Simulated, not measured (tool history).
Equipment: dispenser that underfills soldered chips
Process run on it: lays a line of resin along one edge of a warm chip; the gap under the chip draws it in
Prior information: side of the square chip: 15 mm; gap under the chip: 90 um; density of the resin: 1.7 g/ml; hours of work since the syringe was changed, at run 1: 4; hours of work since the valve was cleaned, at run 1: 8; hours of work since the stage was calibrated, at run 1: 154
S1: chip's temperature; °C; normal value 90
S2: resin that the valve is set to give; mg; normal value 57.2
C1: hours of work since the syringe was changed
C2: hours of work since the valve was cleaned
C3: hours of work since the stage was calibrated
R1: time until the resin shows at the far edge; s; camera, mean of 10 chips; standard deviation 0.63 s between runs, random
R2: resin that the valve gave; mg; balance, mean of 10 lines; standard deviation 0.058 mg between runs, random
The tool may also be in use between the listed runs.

run 1 hour=0 | S1=90 S2=57.2 | C1=4 C2=8 C3=154 | R1=64.7 R2=57.11
run 2 hour=8.3 | S1=90 S2=74.1 | C1=9 C2=14 C3=159 | R1=78.5 R2=73.73
-- hour=9.9 new syringe of resin
run 3 hour=13.2 | S1=90 S2=57.2 | C1=2 C2=17 C3=162 | R1=61.8 R2=56.99
run 4 hour=19.4 | S1=80 S2=57.2 | C1=6 C2=21 C3=167 | R1=114.4 R2=56.96
-- hour=25 new syringe of resin
run 5 hour=28.5 | S1=90 S2=57.2 | C1=2 C2=27 C3=172 | R1=60.5 R2=56.85
run 6 hour=33.2 | S1=90 S2=57.2 | C1=6 C2=30 C3=176 | R1=70.6 R2=56.73
-- hour=39.9 new syringe of resin
run 7 hour=41.4 | S1=90 S2=57.2 | C1=1 C2=35 C3=181 | R1=58.9 R2=56.74
run 8 hour=51.1 | S1=90 S2=57.2 | C1=7 C2=42 C3=187 | R1=75.5 R2=56.6
-- hour=55 new syringe of resin
run 9 hour=56.1 | S1=90 S2=61.4 | C1=1 C2=45 C3=190 | R1=57.1 R2=60.62
run 10 hour=62 | S1=90 S2=61.4 | C1=5 C2=49 C3=194 | R1=64.3 R2=60.62
run 11 hour=69.1 | S1=90 S2=61.4 | C1=9 C2=53 C3=199 | R1=79.3 R2=60.42
-- hour=70 new syringe of resin
-- hour=75.3 dispensing valve cleaned and set on the balance
run 12 hour=75.3 | S1=90 S2=61.4 | C1=3 C2=0 C3=202 | R1=61.3 R2=61.35
run 13 hour=81.9 | S1=90 S2=61.4 | C1=7 C2=4 C3=207 | R1=74 R2=61.23
-- hour=86 new syringe of resin
run 14 hour=90.9 | S1=90 S2=61.4 | C1=3 C2=10 C3=212 | R1=62.6 R2=61.08
-- hour=100.9 new syringe of resin
run 15 hour=100.9 | S1=90 S2=61.4 | C1=0 C2=17 C3=219 | R1=54.6 R2=61.05
run 16 hour=105.2 | S1=90 S2=61.4 | C1=3 C2=20 C3=222 | R1=61 R2=60.87
run 17 hour=112.3 | S1=90 S2=61.4 | C1=8 C2=24 C3=226 | R1=74 R2=60.89
-- hour=115.6 new syringe of resin
run 18 hour=120.1 | S1=90 S2=61.4 | C1=3 C2=29 C3=231 | R1=63.6 R2=60.67
run 19 hour=129.8 | S1=95 S2=49.2 | C1=9 C2=36 C3=238 | R1=66.7 R2=48.58
-- hour=130.7 new syringe of resin
run 20 hour=134.8 | S1=85 S2=49.1 | C1=3 C2=39 C3=241 | R1=77.9 R2=48.44
run 21 hour=144.5 | S1=89 S2=50.5 | C1=9 C2=45 C3=247 | R1=84.4 R2=49.77
-- hour=145.7 new syringe of resin
run 22 hour=149.5 | S1=90 S2=57.2 | C1=2 C2=48 C3=251 | R1=60.2 R2=56.38
run 23 hour=156.8 | S1=99 S2=54.7 | C1=7 C2=53 C3=255 | R1=49.4 R2=53.82
-- hour=161.1 new syringe of resin
-- hour=163.5 dispensing valve cleaned and set on the balance
run 24 hour=167.9 | S1=92 S2=64.8 | C1=4 C2=3 C3=262 | R1=56.2 R2=64.74
run 25 hour=174 | S1=92 S2=64.8 | C1=8 C2=7 C3=266 | R1=67.2 R2=64.69
-- hour=177.4 new syringe of resin
run 26 hour=179.6 | S1=81 S2=68 | C1=1 C2=11 C3=270 | R1=86.6 R2=67.66
run 27 hour=187.7 | S1=81 S2=68 | C1=7 C2=16 C3=275 | R1=108.3 R2=67.71
-- hour=192.6 new syringe of resin
run 28 hour=197.9 | S1=78 S2=56.3 | C1=4 C2=22 C3=281 | R1=110.7 R2=55.88
-- hour=207.8 new syringe of resin
run 29 hour=207.8 | S1=76 S2=49.7 | C1=0 C2=29 C3=288 | R1=107.5 R2=49.31
run 30 hour=213.6 | S1=76 S2=49.7 | C1=4 C2=33 C3=292 | R1=125 R2=49.1
-- hour=222.6 new syringe of resin
run 31 hour=222.6 | S1=76 S2=70 | C1=0 C2=38 C3=297 | R1=104.2 R2=69.21
run 32 hour=228.4 | S1=76 S2=70 | C1=4 C2=42 C3=301 | R1=122.1 R2=69.02

A few steps of R1 between consecutive runs. Split each: what settings, incoming material and random variation would produce without the hidden state, and what is left over for the hidden state, along with gauge scatter present in only one of the two compared results (measured, and without hidden state):
Hidden state at play: resin's viscosity, % of fresh resin's; dose that the valve gives, % of what is set; true chip temperature over the reading, C; drift of the gauge itself on fill_s, %; drift of the gauge itself on given_mg, %.
Run 3 -> 4: S1 90 -> 80. R1 +52.6 s: hidden state +20.4, all else +32.2.
Run 4 -> 5: S1 80 -> 90, new syringe of resin. R1 -53.9 s: hidden state -20.3, all else -33.6.
Run 21 -> 22: S1 89 -> 90, S2 50.5 -> 57.2, new syringe of resin. R1 -24.2 s: hidden state -21, all else -3.2.
Run 26 -> 27: nothing adjusted, nothing logged. R1 +21.7 s: hidden state +21.1, all else +0.6.
